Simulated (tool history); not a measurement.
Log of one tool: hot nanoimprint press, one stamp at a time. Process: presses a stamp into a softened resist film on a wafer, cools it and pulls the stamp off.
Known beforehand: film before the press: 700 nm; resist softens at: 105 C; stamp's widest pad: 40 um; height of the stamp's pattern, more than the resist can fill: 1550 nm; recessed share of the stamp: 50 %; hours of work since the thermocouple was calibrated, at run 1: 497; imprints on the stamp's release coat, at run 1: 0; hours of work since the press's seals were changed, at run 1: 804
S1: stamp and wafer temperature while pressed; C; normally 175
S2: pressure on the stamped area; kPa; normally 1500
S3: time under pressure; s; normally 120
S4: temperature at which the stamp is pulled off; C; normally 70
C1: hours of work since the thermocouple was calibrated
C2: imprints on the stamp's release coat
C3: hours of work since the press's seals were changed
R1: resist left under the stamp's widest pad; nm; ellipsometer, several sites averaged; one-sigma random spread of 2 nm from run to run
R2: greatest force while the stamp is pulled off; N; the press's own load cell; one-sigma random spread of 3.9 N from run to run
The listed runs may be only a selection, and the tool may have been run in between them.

| run | hour | S1 | S2 | S3 | S4 | C1 | C2 | C3 | R1 | R2 |
|---|---|---|---|---|---|---|---|---|---|---|
| 1 | 0.0 | 175 | 1500 | 120 | 70 | 497 | 0 | 804 | 353.1 | 192 |
| 2 | 49.6 | 175 | 1500 | 120 | 70 | 522 | 199 | 829 | 356.4 | 203 |
| 3 | 85.2 | 175 | 1500 | 120 | 70 | 540 | 341 | 847 | 358.1 | 213 |
|  | 126.4 | press's hydraulic seals changed and the load cell set to zero |
| 4 | 126.7 | 175 | 1370 | 120 | 70 | 557 | 475 | 0 | 356.5 | 229 |
|  | 165.0 | plate thermocouple calibrated |
| 5 | 169.1 | 175 | 1500 | 195 | 70 | 2 | 633 | 20 | 302.0 | 236 |
| 6 | 228.6 | 175 | 1500 | 120 | 70 | 32 | 871 | 50 | 358.3 | 256 |
| 7 | 274.7 | 171 | 1500 | 120 | 70 | 55 | 1056 | 73 | 425.6 | 273 |
| 8 | 303.5 | 171 | 1500 | 120 | 70 | 70 | 1171 | 88 | 426.1 | 275 |
| 9 | 344.1 | 171 | 1500 | 120 | 70 | 90 | 1334 | 108 | 426.9 | 293 |
|  | 364.8 | plate thermocouple calibrated, once more |
|  | 396.7 | stamp cleaned and given a new release coat |
| 10 | 404.7 | 171 | 1500 | 120 | 70 | 17 | 32 | 134 | 383.8 | 192 |
| 11 | 456.2 | 173 | 1500 | 120 | 70 | 43 | 239 | 160 | 352.5 | 200 |
| 12 | 481.8 | 175 | 1500 | 120 | 70 | 56 | 341 | 173 | 326.2 | 204 |
| 13 | 511.1 | 175 | 2370 | 120 | 70 | 71 | 458 | 188 | 263.2 | 217 |
| 14 | 572.8 | 175 | 2280 | 120 | 70 | 102 | 705 | 219 | 271.3 | 224 |
| 15 | 620.7 | 175 | 2280 | 120 | 70 | 126 | 897 | 243 | 272.1 | 233 |
| 16 | 671.9 | 175 | 2280 | 120 | 70 | 152 | 1102 | 269 | 272.0 | 256 |
| 17 | 712.5 | 175 | 1500 | 97 | 69 | 172 | 1265 | 290 | 359.2 | 281 |
| 18 | 767.6 | 175 | 1500 | 97 | 69 | 200 | 1485 | 317 | 356.1 | 283 |
|  | 776.3 | stamp cleaned and given a new release coat |
| 19 | 818.1 | 173 | 1200 | 136 | 59 | 223 | 168 | 340 | 381.2 | 252 |
| 20 | 857.5 | 175 | 1060 | 92 | 70 | 242 | 325 | 360 | 419.1 | 205 |
| 21 | 896.1 | 166 | 1500 | 120 | 73 | 262 | 480 | 379 | 475.8 | 201 |
| 22 | 956.5 | 166 | 950 | 108 | 73 | 292 | 722 | 410 | 553.0 | 212 |
| 23 | 996.5 | 166 | 950 | 108 | 73 | 313 | 882 | 430 | 548.0 | 226 |
| 24 | 1031.2 | 166 | 950 | 108 | 73 | 330 | 1021 | 447 | 560.3 | 236 |
| 25 | 1082.0 | 166 | 950 | 108 | 73 | 356 | 1224 | 473 | 552.3 | 242 |
| 26 | 1111.1 | 187 | 1500 | 120 | 77 | 370 | 1341 | 488 | 205.4 | 226 |

Below are 3 alternative next runs, each starting from the tool's condition after run 26. Predict each:
| A | 1148.7 | 181 | 1500 | 94 | 70 | 389 | 1491 | 507 | ? | ? |
| B | 1148.7 | 175 | 1500 | 120 | 60 | 389 | 1491 | 507 | ? | ? |
| C | 1148.7 | 182 | 1500 | 120 | 65 | 389 | 1491 | 507 | ? | ? |

| run | R1 | R2 |
|---|---|---|
| A | 295.8 | 285 |
| B | 345.7 | 350 |
| C | 256.6 | 314 |
Without the tool's hidden state the same runs would have given:
| run | R1 | R2 |
|---|---|---|
| A | 279.1 | 191 |
| B | 326.3 | 235 |
| C | 241.7 | 210 |
